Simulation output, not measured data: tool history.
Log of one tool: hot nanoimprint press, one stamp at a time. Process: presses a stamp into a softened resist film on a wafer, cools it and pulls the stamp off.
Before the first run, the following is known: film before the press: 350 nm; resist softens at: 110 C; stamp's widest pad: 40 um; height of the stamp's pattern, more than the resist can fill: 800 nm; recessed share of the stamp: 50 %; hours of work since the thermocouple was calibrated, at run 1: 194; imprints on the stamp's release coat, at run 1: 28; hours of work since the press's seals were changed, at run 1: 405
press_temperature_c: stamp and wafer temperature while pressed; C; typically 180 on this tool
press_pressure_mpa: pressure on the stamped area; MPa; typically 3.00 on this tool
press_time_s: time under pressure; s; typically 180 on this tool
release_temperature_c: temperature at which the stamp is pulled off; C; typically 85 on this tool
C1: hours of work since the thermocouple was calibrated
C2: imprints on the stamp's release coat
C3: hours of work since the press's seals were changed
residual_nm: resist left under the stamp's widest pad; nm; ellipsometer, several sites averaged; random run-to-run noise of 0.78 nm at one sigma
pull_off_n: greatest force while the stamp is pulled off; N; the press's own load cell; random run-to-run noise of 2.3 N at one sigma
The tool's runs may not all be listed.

{"run": 1, "hour": 0.0, "press_temperature_c": 180, "press_pressure_mpa": 3.0, "press_time_s": 180, "release_temperature_c": 85, "C1": 194, "C2": 28, "C3": 405, "residual_nm": 158.5, "pull_off_n": 105}
{"run": 2, "hour": 14.1, "press_temperature_c": 180, "press_pressure_mpa": 3.0, "press_time_s": 180, "release_temperature_c": 85, "C1": 203, "C2": 83, "C3": 414, "residual_nm": 157.0, "pull_off_n": 108}
{"run": 3, "hour": 34.9, "press_temperature_c": 180, "press_pressure_mpa": 3.0, "press_time_s": 180, "release_temperature_c": 75, "C1": 217, "C2": 163, "C3": 428, "residual_nm": 157.3, "pull_off_n": 121}
{"run": 4, "hour": 62.0, "press_temperature_c": 180, "press_pressure_mpa": 2.15, "press_time_s": 180, "release_temperature_c": 85, "C1": 234, "C2": 268, "C3": 445, "residual_nm": 183.5, "pull_off_n": 113}
{"run": 5, "hour": 90.9, "press_temperature_c": 180, "press_pressure_mpa": 2.15, "press_time_s": 180, "release_temperature_c": 85, "C1": 253, "C2": 379, "C3": 464, "residual_nm": 183.1, "pull_off_n": 115}
{"run": 6, "hour": 104.9, "press_temperature_c": 180, "press_pressure_mpa": 3.0, "press_time_s": 180, "release_temperature_c": 80, "C1": 262, "C2": 433, "C3": 473, "residual_nm": 158.2, "pull_off_n": 127}
{"run": 7, "hour": 129.6, "press_temperature_c": 180, "press_pressure_mpa": 3.0, "press_time_s": 180, "release_temperature_c": 80, "C1": 278, "C2": 528, "C3": 489, "residual_nm": 158.5, "pull_off_n": 125}
{"run": 8, "hour": 147.8, "press_temperature_c": 180, "press_pressure_mpa": 3.0, "press_time_s": 180, "release_temperature_c": 80, "C1": 289, "C2": 599, "C3": 501, "residual_nm": 158.6, "pull_off_n": 128}
{"hour": 174.7, "done": "stamp cleaned and given a new release coat"}
{"run": 9, "hour": 179.0, "press_temperature_c": 180, "press_pressure_mpa": 3.0, "press_time_s": 180, "release_temperature_c": 85, "C1": 306, "C2": 17, "C3": 517, "residual_nm": 159.0, "pull_off_n": 100}
{"run": 10, "hour": 208.9, "press_temperature_c": 180, "press_pressure_mpa": 3.0, "press_time_s": 180, "release_temperature_c": 85, "C1": 325, "C2": 132, "C3": 536, "residual_nm": 160.5, "pull_off_n": 107}
{"run": 11, "hour": 222.4, "press_temperature_c": 180, "press_pressure_mpa": 4.57, "press_time_s": 180, "release_temperature_c": 85, "C1": 333, "C2": 184, "C3": 545, "residual_nm": 131.1, "pull_off_n": 110}
{"run": 12, "hour": 252.4, "press_temperature_c": 180, "press_pressure_mpa": 4.57, "press_time_s": 180, "release_temperature_c": 85, "C1": 353, "C2": 300, "C3": 564, "residual_nm": 132.2, "pull_off_n": 115}
{"run": 13, "hour": 275.5, "press_temperature_c": 183, "press_pressure_mpa": 2.94, "press_time_s": 180, "release_temperature_c": 77, "C1": 368, "C2": 389, "C3": 579, "residual_nm": 140.7, "pull_off_n": 127}
{"run": 14, "hour": 289.5, "press_temperature_c": 180, "press_pressure_mpa": 3.82, "press_time_s": 180, "release_temperature_c": 85, "C1": 377, "C2": 443, "C3": 588, "residual_nm": 144.5, "pull_off_n": 119}
{"run": 15, "hour": 306.6, "press_temperature_c": 180, "press_pressure_mpa": 3.82, "press_time_s": 180, "release_temperature_c": 87, "C1": 388, "C2": 509, "C3": 599, "residual_nm": 143.8, "pull_off_n": 119}
{"hour": 325.8, "done": "plate thermocouple calibrated"}
{"run": 16, "hour": 335.7, "press_temperature_c": 180, "press_pressure_mpa": 3.82, "press_time_s": 180, "release_temperature_c": 87, "C1": 6, "C2": 610, "C3": 616, "residual_nm": 137.3, "pull_off_n": 119}
{"hour": 359.2, "done": "stamp cleaned and given a new release coat"}
{"run": 17, "hour": 366.7, "press_temperature_c": 180, "press_pressure_mpa": 2.17, "press_time_s": 172, "release_temperature_c": 91, "C1": 23, "C2": 29, "C3": 632, "residual_nm": 180.4, "pull_off_n": 98}
{"run": 18, "hour": 390.3, "press_temperature_c": 187, "press_pressure_mpa": 1.94, "press_time_s": 253, "release_temperature_c": 75, "C1": 38, "C2": 120, "C3": 647, "residual_nm": 118.2, "pull_off_n": 111}
{"run": 19, "hour": 412.9, "press_temperature_c": 180, "press_pressure_mpa": 3.1, "press_time_s": 180, "release_temperature_c": 85, "C1": 52, "C2": 208, "C3": 662, "residual_nm": 151.4, "pull_off_n": 109}
{"run": 20, "hour": 434.3, "press_temperature_c": 180, "press_pressure_mpa": 3.1, "press_time_s": 180, "release_temperature_c": 85, "C1": 66, "C2": 290, "C3": 676, "residual_nm": 152.9, "pull_off_n": 114}

Forecast run 21:
{"run": 21, "hour": 446.6, "press_temperature_c": 190, "press_pressure_mpa": 2.08, "press_time_s": 180, "release_temperature_c": 85, "C1": 74, "C2": 338, "C3": 683, "residual_nm": "?", "pull_off_n": "?"}

{"run 21": {"residual_nm": 114.2, "pull_off_n": 113}}
Were there no unlogged condition in the tool, this run, its random variation unchanged, would have produced residual_nm 112.1 nm, pull_off_n 100 N.
